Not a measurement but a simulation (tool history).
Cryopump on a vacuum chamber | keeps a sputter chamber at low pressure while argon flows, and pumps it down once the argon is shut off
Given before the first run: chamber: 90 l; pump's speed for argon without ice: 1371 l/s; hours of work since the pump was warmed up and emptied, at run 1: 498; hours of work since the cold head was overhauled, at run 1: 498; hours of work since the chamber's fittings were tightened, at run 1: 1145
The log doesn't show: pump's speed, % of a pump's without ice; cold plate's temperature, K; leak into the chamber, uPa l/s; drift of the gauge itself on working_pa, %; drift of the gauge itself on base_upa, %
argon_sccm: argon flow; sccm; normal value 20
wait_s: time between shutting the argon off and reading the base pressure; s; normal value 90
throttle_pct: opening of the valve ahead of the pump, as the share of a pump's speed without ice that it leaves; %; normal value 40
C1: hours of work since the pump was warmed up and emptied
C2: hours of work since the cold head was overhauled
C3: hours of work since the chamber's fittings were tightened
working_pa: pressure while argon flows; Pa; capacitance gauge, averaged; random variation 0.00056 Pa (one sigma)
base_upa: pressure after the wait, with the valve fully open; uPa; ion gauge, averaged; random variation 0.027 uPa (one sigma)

run 1 hour=0 | argon_sccm=20 wait_s=90 throttle_pct=40 | C1=498 C2=498 C3=1145 | working_pa=0.0654 base_upa=3.28
run 2 hour=19.1 | argon_sccm=20 wait_s=90 throttle_pct=29 | C1=514 C2=514 C3=1160 | working_pa=0.0881 base_upa=3.28
run 3 hour=37.5 | argon_sccm=20 wait_s=90 throttle_pct=18 | C1=528 C2=528 C3=1174 | working_pa=0.1409 base_upa=3.43
run 4 hour=53.8 | argon_sccm=22 wait_s=90 throttle_pct=40 | C1=541 C2=541 C3=1187 | working_pa=0.0723 base_upa=3.27
run 5 hour=68.8 | argon_sccm=20 wait_s=86 throttle_pct=40 | C1=553 C2=553 C3=1199 | working_pa=0.065 base_upa=3.38
run 6 hour=78.5 | argon_sccm=20 wait_s=86 throttle_pct=40 | C1=560 C2=560 C3=1207 | working_pa=0.065 base_upa=3.49
run 7 hour=97 | argon_sccm=20 wait_s=33 throttle_pct=40 | C1=575 C2=575 C3=1221 | working_pa=0.0657 base_upa=5.1
run 8 hour=105.8 | argon_sccm=20 wait_s=33 throttle_pct=40 | C1=582 C2=582 C3=1228 | working_pa=0.0661 base_upa=5.18
run 9 hour=118.6 | argon_sccm=20 wait_s=28 throttle_pct=40 | C1=592 C2=592 C3=1238 | working_pa=0.0655 base_upa=5.74
run 10 hour=132.5 | argon_sccm=20 wait_s=28 throttle_pct=40 | C1=603 C2=603 C3=1249 | working_pa=0.0669 base_upa=5.7
run 11 hour=141.5 | argon_sccm=20 wait_s=28 throttle_pct=40 | C1=610 C2=610 C3=1256 | working_pa=0.0666 base_upa=5.87
run 12 hour=158.4 | argon_sccm=20 wait_s=28 throttle_pct=40 | C1=623 C2=623 C3=1270 | working_pa=0.0662 base_upa=5.88
run 13 hour=174 | argon_sccm=20 wait_s=28 throttle_pct=40 | C1=636 C2=636 C3=1282 | working_pa=0.0668 base_upa=5.76
run 14 hour=184.8 | argon_sccm=20 wait_s=28 throttle_pct=40 | C1=644 C2=644 C3=1290 | working_pa=0.0658 base_upa=5.98
run 15 hour=194.4 | argon_sccm=20 wait_s=28 throttle_pct=48 | C1=652 C2=652 C3=1298 | working_pa=0.0556 base_upa=5.84
-- hour=204.6 leaking fittings of the chamber tightened, without venting
run 16 hour=210 | argon_sccm=20 wait_s=28 throttle_pct=48 | C1=662 C2=662 C3=4 | working_pa=0.0565 base_upa=3.51
run 17 hour=220.2 | argon_sccm=20 wait_s=28 throttle_pct=48 | C1=671 C2=671 C3=12 | working_pa=0.0562 base_upa=3.57
run 18 hour=230.6 | argon_sccm=34 wait_s=155 throttle_pct=23 | C1=679 C2=679 C3=20 | working_pa=0.1914 base_upa=0.95
run 19 hour=244.8 | argon_sccm=14 wait_s=214 throttle_pct=37 | C1=690 C2=690 C3=32 | working_pa=0.05 base_upa=0.77
run 20 hour=262.9 | argon_sccm=14 wait_s=214 throttle_pct=37 | C1=704 C2=704 C3=46 | working_pa=0.0499 base_upa=0.83
run 21 hour=274.9 | argon_sccm=14 wait_s=30 throttle_pct=28 | C1=714 C2=714 C3=55 | working_pa=0.0666 base_upa=3.5
run 22 hour=291.3 | argon_sccm=20 wait_s=90 throttle_pct=21 | C1=727 C2=727 C3=68 | working_pa=0.1233 base_upa=1.44
run 23 hour=307.8 | argon_sccm=17 wait_s=22 throttle_pct=26 | C1=740 C2=740 C3=81 | working_pa=0.0851 base_upa=4.61
run 24 hour=325.6 | argon_sccm=13 wait_s=23 throttle_pct=31 | C1=754 C2=754 C3=95 | working_pa=0.0563 base_upa=4.55
run 25 hour=342.1 | argon_sccm=19 wait_s=48 throttle_pct=38 | C1=767 C2=767 C3=108 | working_pa=0.0674 base_upa=2.41
run 26 hour=357.7 | argon_sccm=12 wait_s=40 throttle_pct=25 | C1=779 C2=779 C3=121 | working_pa=0.0623 base_upa=2.83
run 27 hour=373.5 | argon_sccm=15 wait_s=40 throttle_pct=18 | C1=791 C2=791 C3=133 | working_pa=0.107 base_upa=2.96
run 28 hour=392.5 | argon_sccm=8 wait_s=30 throttle_pct=41 | C1=806 C2=806 C3=148 | working_pa=0.0273 base_upa=3.61
run 29 hour=407.3 | argon_sccm=19 wait_s=34 throttle_pct=40 | C1=818 C2=818 C3=160 | working_pa=0.0643 base_upa=3.23
run 30 hour=415.7 | argon_sccm=19 wait_s=34 throttle_pct=40 | C1=825 C2=825 C3=166 | working_pa=0.0644 base_upa=3.3
run 31 hour=428.8 | argon_sccm=19 wait_s=34 throttle_pct=40 | C1=835 C2=835 C3=177 | working_pa=0.0636 base_upa=3.33
run 32 hour=442.9 | argon_sccm=17 wait_s=144 throttle_pct=40 | C1=846 C2=846 C3=188 | working_pa=0.0574 base_upa=1.33
run 33 hour=460.8 | argon_sccm=24 wait_s=144 throttle_pct=40 | C1=860 C2=860 C3=202 | working_pa=0.0815 base_upa=1.31
run 34 hour=473.3 | argon_sccm=24 wait_s=144 throttle_pct=20 | C1=870 C2=870 C3=212 | working_pa=0.155 base_upa=1.3

Here are 3 independent what-if runs from the current tool condition. What would each one return?
run A hour=491.5 | argon_sccm=20 wait_s=90 throttle_pct=24 | C1=884 C2=884 C3=226 | working_pa=? base_upa=?
run B hour=491.5 | argon_sccm=24 wait_s=142 throttle_pct=20 | C1=884 C2=884 C3=226 | working_pa=? base_upa=?
run C hour=491.5 | argon_sccm=15 wait_s=90 throttle_pct=40 | C1=884 C2=884 C3=226 | working_pa=? base_upa=?

run=A working_pa=0.1087 base_upa=1.76
run=B working_pa=0.1558 base_upa=1.41
run=C working_pa=0.0519 base_upa=1.8
What these runs would have given with no unlogged condition in the tool:
run=A working_pa=0.1021 base_upa=1.25
run=B working_pa=0.1478 base_upa=0.88
run=C working_pa=0.047 base_upa=1.27
